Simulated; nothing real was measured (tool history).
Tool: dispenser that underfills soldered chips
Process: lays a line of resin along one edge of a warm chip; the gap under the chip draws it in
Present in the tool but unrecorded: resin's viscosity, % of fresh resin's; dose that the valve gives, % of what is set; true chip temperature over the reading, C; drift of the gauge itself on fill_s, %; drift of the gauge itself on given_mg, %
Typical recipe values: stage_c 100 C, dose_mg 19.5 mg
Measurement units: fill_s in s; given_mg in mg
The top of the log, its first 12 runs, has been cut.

run,hour,stage_c,dose_mg,hours of work since the syringe was changed,hours of work since the valve was cleaned,hours of work since the stage was calibrated,fill_s,given_mg
13,61.3,100,19.5,5,30,51,106.6,19.38
# hour 66.8: new syringe of resin
14,68.4,105,19.5,1,35,56,74.5,19.37
15,74.3,100,19.5,6,39,61,116.3,19.34
# hour 78.2: new syringe of resin
16,81.6,97,19.5,3,45,66,103.3,19.24
17,86.4,97,19.5,6,49,70,135.3,19.26
# hour 89.5: new syringe of resin
18,91.2,97,19.5,1,52,74,93.7,19.24
19,97.6,93,20.5,6,57,79,150.5,20.16
# hour 101.1: new syringe of resin
20,104.3,111,18.3,2,62,84,69.7,17.94
21,111.6,89,23.8,8,68,89,187.4,23.29
# hour 112.9: new syringe of resin
22,116,96,23.2,2,71,93,103,22.77
23,119.2,114,18.8,5,74,95,74.7,18.41
24,123.2,86,22.8,8,77,98,199.5,22.28
# hour 124.3: new syringe of resin
25,130.8,93,17.5,5,83,104,139.7,17.08
# hour 136: new syringe of resin
26,137.6,94,19.5,1,88,109,101.1,19.03
27,143.2,91,18.3,6,92,114,152.4,17.76
# hour 147.3: new syringe of resin
28,150.5,86,23.1,3,98,119,134.4,22.36
29,156.7,108,17.5,7,103,124,105.4,16.9
# hour 158.8: new syringe of resin
30,163.4,108,17.5,4,108,129,82.4,16.92
# hour 170.3: dispensing valve cleaned and set on the balance
# hour 171.1: new syringe of resin
31,171.9,89,19.6,1,1,135,115.1,19.62
32,177.8,89,19.6,5,6,139,154.7,19.58
# hour 182.4: new syringe of resin
33,184.3,100,19.1,2,11,144,88.2,19.08

Consider 5 possible next runs. They are alternatives, not a sequence: every one starts from the tool as it was left by run 33. What does each give?
A,189,96,19.3,5,14,148,?,?
B,189,103,21.9,5,14,148,?,?
C,189,100,23.4,5,14,148,?,?
D,189,100,22.8,5,14,148,?,?
E,189,104,19.5,5,14,148,?,?

run,fill_s,given_mg
A,127.2,19.2
B,101.6,21.83
C,111.4,23.28
D,110.3,22.69
E,99.3,19.45
Had the tool no hidden state, the same runs would have come out as:
run,fill_s,given_mg
A,90.8,19.26
B,72.3,21.91
C,79.6,23.36
D,78.5,22.77
E,70.6,19.51
